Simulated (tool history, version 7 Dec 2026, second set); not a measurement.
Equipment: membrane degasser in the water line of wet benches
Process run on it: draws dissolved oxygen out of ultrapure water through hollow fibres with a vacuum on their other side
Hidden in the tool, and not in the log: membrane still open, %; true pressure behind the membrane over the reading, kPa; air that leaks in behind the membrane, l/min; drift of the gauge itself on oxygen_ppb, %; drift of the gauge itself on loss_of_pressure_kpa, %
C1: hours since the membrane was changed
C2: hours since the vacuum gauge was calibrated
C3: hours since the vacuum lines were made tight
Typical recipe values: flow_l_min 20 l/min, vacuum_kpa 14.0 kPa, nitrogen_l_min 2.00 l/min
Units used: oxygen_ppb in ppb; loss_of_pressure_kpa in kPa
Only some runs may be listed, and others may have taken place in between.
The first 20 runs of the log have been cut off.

run 21 hour=856.3 | flow_l_min=21 vacuum_kpa=16.8 nitrogen_l_min=1.11 | C1=1108 C2=5502 C3=4860 | oxygen_ppb=588.1 loss_of_pressure_kpa=57.59
run 22 hour=890.6 | flow_l_min=20 vacuum_kpa=14.0 nitrogen_l_min=1.57 | C1=1143 C2=5536 C3=4894 | oxygen_ppb=338.3 loss_of_pressure_kpa=55.16
run 23 hour=928.8 | flow_l_min=20 vacuum_kpa=33.7 nitrogen_l_min=2.25 | C1=1181 C2=5575 C3=4933 | oxygen_ppb=625.7 loss_of_pressure_kpa=54.67
run 24 hour=971.0 | flow_l_min=20 vacuum_kpa=14.3 nitrogen_l_min=1.10 | C1=1223 C2=5617 C3=4975 | oxygen_ppb=478.6 loss_of_pressure_kpa=55.20
run 25 hour=1022.5 | flow_l_min=20 vacuum_kpa=14.3 nitrogen_l_min=1.10 | C1=1274 C2=5668 C3=5026 | oxygen_ppb=474.2 loss_of_pressure_kpa=54.95
run 26 hour=1060.4 | flow_l_min=27 vacuum_kpa=14.0 nitrogen_l_min=1.96 | C1=1312 C2=5706 C3=5064 | oxygen_ppb=403.4 loss_of_pressure_kpa=74.23
run 27 hour=1106.3 | flow_l_min=20 vacuum_kpa=35.0 nitrogen_l_min=1.44 | C1=1358 C2=5752 C3=5110 | oxygen_ppb=953.5 loss_of_pressure_kpa=55.00
run 28 hour=1159.3 | flow_l_min=20 vacuum_kpa=24.2 nitrogen_l_min=2.00 | C1=1411 C2=5805 C3=5163 | oxygen_ppb=505.3 loss_of_pressure_kpa=55.11
run 29 hour=1193.5 | flow_l_min=20 vacuum_kpa=10.2 nitrogen_l_min=2.00 | C1=1446 C2=5839 C3=5197 | oxygen_ppb=193.2 loss_of_pressure_kpa=55.19
run 30 hour=1224.4 | flow_l_min=20 vacuum_kpa=10.2 nitrogen_l_min=2.00 | C1=1476 C2=5870 C3=5228 | oxygen_ppb=193.0 loss_of_pressure_kpa=54.69
run 31 hour=1265.2 | flow_l_min=15 vacuum_kpa=13.0 nitrogen_l_min=4.00 | C1=1517 C2=5911 C3=5269 | oxygen_ppb=98.9 loss_of_pressure_kpa=41.13
run 32 hour=1311.3 | flow_l_min=20 vacuum_kpa=23.0 nitrogen_l_min=0.86 | C1=1563 C2=5957 C3=5315 | oxygen_ppb=957.4 loss_of_pressure_kpa=54.75

Branching from run 32: 3 alternative next runs. What would each branch give?
run A hour=1356.2 | flow_l_min=14 vacuum_kpa=31.5 nitrogen_l_min=2.00 | C1=1608 C2=6002 C3=5360 | oxygen_ppb=? loss_of_pressure_kpa=?
run B hour=1356.2 | flow_l_min=28 vacuum_kpa=8.5 nitrogen_l_min=1.62 | C1=1608 C2=6002 C3=5360 | oxygen_ppb=? loss_of_pressure_kpa=?
run C hour=1356.2 | flow_l_min=21 vacuum_kpa=26.2 nitrogen_l_min=2.00 | C1=1608 C2=6002 C3=5360 | oxygen_ppb=? loss_of_pressure_kpa=?

run=A oxygen_ppb=475.2 loss_of_pressure_kpa=38.52
run=B oxygen_ppb=297.5 loss_of_pressure_kpa=77.01
run=C oxygen_ppb=581.8 loss_of_pressure_kpa=57.54
Without the tool's hidden state the same runs would have given:
run=A oxygen_ppb=455.1 loss_of_pressure_kpa=37.84
run=B oxygen_ppb=267.6 loss_of_pressure_kpa=75.66
run=C oxygen_ppb=559.0 loss_of_pressure_kpa=56.52
